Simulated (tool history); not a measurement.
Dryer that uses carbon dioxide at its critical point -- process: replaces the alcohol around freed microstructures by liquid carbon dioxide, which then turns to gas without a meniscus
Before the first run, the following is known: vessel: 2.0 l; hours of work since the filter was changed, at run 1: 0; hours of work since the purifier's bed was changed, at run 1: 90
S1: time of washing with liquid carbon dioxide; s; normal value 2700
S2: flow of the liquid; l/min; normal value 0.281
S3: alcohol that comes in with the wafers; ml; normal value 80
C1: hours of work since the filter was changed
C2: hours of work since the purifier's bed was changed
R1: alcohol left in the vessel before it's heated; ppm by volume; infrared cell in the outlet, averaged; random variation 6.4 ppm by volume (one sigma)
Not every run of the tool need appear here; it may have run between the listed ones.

{"run": 1, "hour": 0.0, "S1": 2700, "S2": 0.281, "S3": 80, "C1": 0, "C2": 90, "R1": 274}
{"run": 2, "hour": 12.1, "S1": 2700, "S2": 0.314, "S3": 80, "C1": 5, "C2": 94, "R1": 153}
{"run": 3, "hour": 19.2, "S1": 2700, "S2": 0.314, "S3": 80, "C1": 7, "C2": 97, "R1": 158}
{"run": 4, "hour": 32.8, "S1": 2700, "S2": 0.314, "S3": 80, "C1": 13, "C2": 102, "R1": 152}
{"run": 5, "hour": 39.8, "S1": 2700, "S2": 0.381, "S3": 80, "C1": 15, "C2": 105, "R1": 51}
{"run": 6, "hour": 53.2, "S1": 2700, "S2": 0.381, "S3": 80, "C1": 21, "C2": 110, "R1": 60}
{"run": 7, "hour": 62.6, "S1": 2700, "S2": 0.381, "S3": 80, "C1": 24, "C2": 114, "R1": 51}
{"run": 8, "hour": 74.5, "S1": 2700, "S2": 0.381, "S3": 80, "C1": 29, "C2": 118, "R1": 53}
{"run": 9, "hour": 83.9, "S1": 2700, "S2": 0.281, "S3": 35, "C1": 32, "C2": 122, "R1": 145}
{"run": 10, "hour": 98.2, "S1": 2700, "S2": 0.281, "S3": 35, "C1": 38, "C2": 128, "R1": 137}
{"run": 11, "hour": 110.6, "S1": 2700, "S2": 0.281, "S3": 35, "C1": 43, "C2": 132, "R1": 151}
{"run": 12, "hour": 119.2, "S1": 2700, "S2": 0.281, "S3": 35, "C1": 46, "C2": 136, "R1": 150}
{"run": 13, "hour": 133.9, "S1": 2700, "S2": 0.281, "S3": 35, "C1": 52, "C2": 141, "R1": 142}
{"run": 14, "hour": 140.9, "S1": 2700, "S2": 0.281, "S3": 35, "C1": 55, "C2": 144, "R1": 146}
{"run": 15, "hour": 151.3, "S1": 2700, "S2": 0.281, "S3": 35, "C1": 59, "C2": 148, "R1": 153}
{"run": 16, "hour": 162.1, "S1": 2700, "S2": 0.281, "S3": 35, "C1": 63, "C2": 152, "R1": 159}
{"run": 17, "hour": 172.1, "S1": 2700, "S2": 0.281, "S3": 35, "C1": 67, "C2": 156, "R1": 148}
{"run": 18, "hour": 178.6, "S1": 2700, "S2": 0.281, "S3": 35, "C1": 69, "C2": 159, "R1": 160}
{"run": 19, "hour": 186.0, "S1": 2700, "S2": 0.211, "S3": 59, "C1": 72, "C2": 161, "R1": 884}
{"run": 20, "hour": 194.7, "S1": 2700, "S2": 0.221, "S3": 54, "C1": 75, "C2": 165, "R1": 670}
{"run": 21, "hour": 204.5, "S1": 1740, "S2": 0.334, "S3": 31, "C1": 79, "C2": 169, "R1": 390}
{"run": 22, "hour": 217.2, "S1": 3420, "S2": 0.334, "S3": 31, "C1": 84, "C2": 174, "R1": 30}
{"run": 23, "hour": 224.5, "S1": 3420, "S2": 0.334, "S3": 31, "C1": 87, "C2": 176, "R1": 28}
{"run": 24, "hour": 236.4, "S1": 3420, "S2": 0.334, "S3": 31, "C1": 91, "C2": 181, "R1": 22}
{"run": 25, "hour": 247.3, "S1": 3900, "S2": 0.395, "S3": 39, "C1": 96, "C2": 185, "R1": 23}
{"run": 26, "hour": 257.9, "S1": 3960, "S2": 0.251, "S3": 21, "C1": 100, "C2": 189, "R1": 44}
{"run": 27, "hour": 272.3, "S1": 3960, "S2": 0.251, "S3": 21, "C1": 105, "C2": 195, "R1": 40}
{"run": 28, "hour": 285.0, "S1": 3960, "S2": 0.251, "S3": 21, "C1": 110, "C2": 200, "R1": 39}
{"run": 29, "hour": 296.9, "S1": 2820, "S2": 0.333, "S3": 88, "C1": 115, "C2": 204, "R1": 148}
{"run": 30, "hour": 304.1, "S1": 1740, "S2": 0.4, "S3": 48, "C1": 118, "C2": 207, "R1": 320}
{"run": 31, "hour": 313.9, "S1": 3720, "S2": 0.184, "S3": 22, "C1": 121, "C2": 211, "R1": 200}
{"run": 32, "hour": 325.8, "S1": 3720, "S2": 0.184, "S3": 22, "C1": 126, "C2": 216, "R1": 215}
{"run": 33, "hour": 336.6, "S1": 2580, "S2": 0.272, "S3": 54, "C1": 130, "C2": 220, "R1": 397}
{"run": 34, "hour": 349.0, "S1": 2700, "S2": 0.281, "S3": 40, "C1": 135, "C2": 225, "R1": 217}
{"run": 35, "hour": 356.5, "S1": 2040, "S2": 0.281, "S3": 37, "C1": 138, "C2": 227, "R1": 594}
{"run": 36, "hour": 365.8, "S1": 3480, "S2": 0.281, "S3": 33, "C1": 141, "C2": 231, "R1": 72}

For some of the steps in R1 from one run to the next: how much would appear even if the tool had no hidden state, given the settings, what came in and random variation, and how much remains for the hidden state plus any gauge scatter that the measured result and the result without hidden state don't share?
Hidden state present: flow that reaches the vessel past the clogged filter, %; alcohol in the recycled carbon dioxide, ppm; drift of the gauge itself on alcohol_ppm, %.
Run 18 -> 19: S2 0.281 -> 0.211, S3 35 -> 59. R1 +724 ppm by volume: hidden state +107, all else +617.
Run 34 -> 35: S1 2700 -> 2040, S3 40 -> 37. R1 +377 ppm by volume: hidden state +91, all else +286.
Run 35 -> 36: S1 2040 -> 3480, S3 37 -> 33. R1 -522 ppm by volume: hidden state -140, all else -382.

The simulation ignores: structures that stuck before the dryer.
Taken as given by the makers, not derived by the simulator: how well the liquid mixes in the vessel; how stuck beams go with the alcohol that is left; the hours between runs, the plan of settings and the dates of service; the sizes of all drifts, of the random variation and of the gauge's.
